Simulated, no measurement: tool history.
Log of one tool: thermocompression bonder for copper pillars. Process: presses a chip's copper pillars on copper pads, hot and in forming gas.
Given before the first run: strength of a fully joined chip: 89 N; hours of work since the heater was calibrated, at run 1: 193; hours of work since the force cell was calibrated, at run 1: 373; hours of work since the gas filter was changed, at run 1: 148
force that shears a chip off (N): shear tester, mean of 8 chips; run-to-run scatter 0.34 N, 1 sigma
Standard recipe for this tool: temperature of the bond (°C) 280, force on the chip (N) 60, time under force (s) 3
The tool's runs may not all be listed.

run	hour	temperature of the bond (°C)	force on the chip (N)	time under force (s)	hours of work since the heater was calibrated	hours of work since the force cell was calibrated	hours of work since the gas filter was changed	force that shears a chip off (N)
1	0	280	60	3	193	373	148	38.1
2	31.4	280	60	3	217	397	172	37.7
# hour 44.1: forming gas filter changed
3	62.7	280	60	3	240	420	14	41
4	130.7	280	60	2	292	472	66	35
5	190.8	280	60	3	337	517	111	39.3
6	238.1	280	60	3	373	553	147	38.9
7	268.6	280	60	3	396	576	170	38
# hour 285.9: forming gas filter changed
8	332.8	280	60	3	445	625	36	42.1
9	397.3	280	60	3	494	673	84	40.8
10	454.4	280	60	3	537	717	128	40
11	521.1	280	60	3	587	767	178	38.7
# hour 527.2: forming gas filter changed
12	560.2	280	60	3	617	796	25	42.8
13	595.5	280	60	3	643	823	52	42.8
14	659.1	280	60	3	692	871	100	41.6
# hour 700.2: heater calibrated with a thermocouple chip
15	732.2	280	60	8	24	925	154	52.9
# hour 767.3: forming gas filter changed
16	783.2	280	60	8	63	964	12	56.2
17	835.8	280	60	3	102	1003	52	40.5
18	906.1	280	60	9	156	1057	105	56.9
19	952.9	260	56	5	191	1092	141	34.7
# hour 1005.5: forming gas filter changed
20	1026.9	256	65	8	247	1148	16	48.3
21	1094.2	267	48	3	298	1199	67	27.8
22	1132.3	267	48	3	327	1228	96	27.5
23	1173.8	278	85	8	358	1259	128	68.4
# hour 1243.9: forming gas filter changed
24	1244.5	292	53	3	411	1312	0	44.2
25	1301	292	53	3	454	1355	43	44.1
26	1345	274	53	5	487	1388	77	42.7
27	1419.5	301	37	5	544	1445	133	38.8
# hour 1482.9: forming gas filter changed
28	1486.3	301	77	5	594	1495	3	74.5
29	1547.8	252	37	4	641	1542	49	19.8
30	1605.4	296	70	3	684	1585	93	57.8
# hour 1654.5: heater calibrated with a thermocouple chip
31	1676.1	296	70	3	16	1637	145	52.3
# hour 1725.4: forming gas filter changed
32	1745	262	60	2	68	1689	15	28.4
33	1785.9	285	50	3	99	1720	46	35.6

Entry by entry between the runs, the difference in hidden state between the last listed run before and the first listed run after:
Logged between run 2 and run 3: forming gas filter changed (hour 44.1)
  true temperature of the bond over the reading, C: 1.4 -> 1.6; force that reaches the chip, % of what is set: 101.4 -> 101.5; oxide that the forming gas leaves, % of the face: 9.42 -> 1.19
  measured value less the no-hidden-state value, force that shears a chip off (N): -2.4 -> +1.1
Logged between run 7 and run 8: forming gas filter changed (hour 285.9)
  true temperature of the bond over the reading, C: 3 -> 3.4; force that reaches the chip, % of what is set: 101.9 -> 102; oxide that the forming gas leaves, % of the face: 9.06 -> 2.3
  measured value less the no-hidden-state value, force that shears a chip off (N): -1.4 -> +1.8
Logged between run 11 and run 12: forming gas filter changed (hour 527.2)
  true temperature of the bond over the reading, C: 4.8 -> 5; force that reaches the chip, % of what is set: 102.4 -> 102.5; oxide that the forming gas leaves, % of the face: 9.49 -> 1.87
  measured value less the no-hidden-state value, force that shears a chip off (N): -0.5 -> +2.9
Logged between run 14 and run 15: heater calibrated with a thermocouple chip (hour 700.2)
  true temperature of the bond over the reading, C: 5.7 -> 1.1; force that reaches the chip, % of what is set: 102.7 -> 102.8; oxide that the forming gas leaves, % of the face: 5.87 -> 8.55
  measured value less the no-hidden-state value, force that shears a chip off (N): +1.5 -> -2.8
Logged between run 15 and run 16: forming gas filter changed (hour 767.3)
  true temperature of the bond over the reading, C: 1.1 -> 1.5; force that reaches the chip, % of what is set: 102.8 -> 102.9; oxide that the forming gas leaves, % of the face: 8.55 -> 1.02
  measured value less the no-hidden-state value, force that shears a chip off (N): -2.8 -> +1.8
Logged between run 19 and run 20: forming gas filter changed (hour 1005.5)
  true temperature of the bond over the reading, C: 2.7 -> 3.2; force that reaches the chip, % of what is set: 103.3 -> 103.4; oxide that the forming gas leaves, % of the face: 7.67 -> 1.44
  measured value less the no-hidden-state value, force that shears a chip off (N): -0.1 -> +2.9
Logged between run 23 and run 24: forming gas filter changed (hour 1243.9)
  true temperature of the bond over the reading, C: 4.2 -> 4.6; force that reaches the chip, % of what is set: 103.7 -> 103.9; oxide that the forming gas leaves, % of the face: 7 -> 0.72
  measured value less the no-hidden-state value, force that shears a chip off (N): -1.4 -> +3.8
Logged between run 27 and run 28: forming gas filter changed (hour 1482.9)
  true temperature of the bond over the reading, C: 5.9 -> 6.3; force that reaches the chip, % of what is set: 104.2 -> 104.4; oxide that the forming gas leaves, % of the face: 7.29 -> 0.69
  measured value less the no-hidden-state value, force that shears a chip off (N): +1.5 -> +4.3
Logged between run 30 and run 31: heater calibrated with a thermocouple chip (hour 1654.5)
  true temperature of the bond over the reading, C: 7.2 -> -1.5; force that reaches the chip, % of what is set: 104.6 -> 104.8; oxide that the forming gas leaves, % of the face: 5.26 -> 7.83
  measured value less the no-hidden-state value, force that shears a chip off (N): +2.9 -> -2.8
Logged between run 31 and run 32: forming gas filter changed (hour 1725.4)
  true temperature of the bond over the reading, C: -1.5 -> -1; force that reaches the chip, % of what is set: 104.8 -> 104.9; oxide that the forming gas leaves, % of the face: 7.83 -> 1.19
  measured value less the no-hidden-state value, force that shears a chip off (N): -2.8 -> +0.9

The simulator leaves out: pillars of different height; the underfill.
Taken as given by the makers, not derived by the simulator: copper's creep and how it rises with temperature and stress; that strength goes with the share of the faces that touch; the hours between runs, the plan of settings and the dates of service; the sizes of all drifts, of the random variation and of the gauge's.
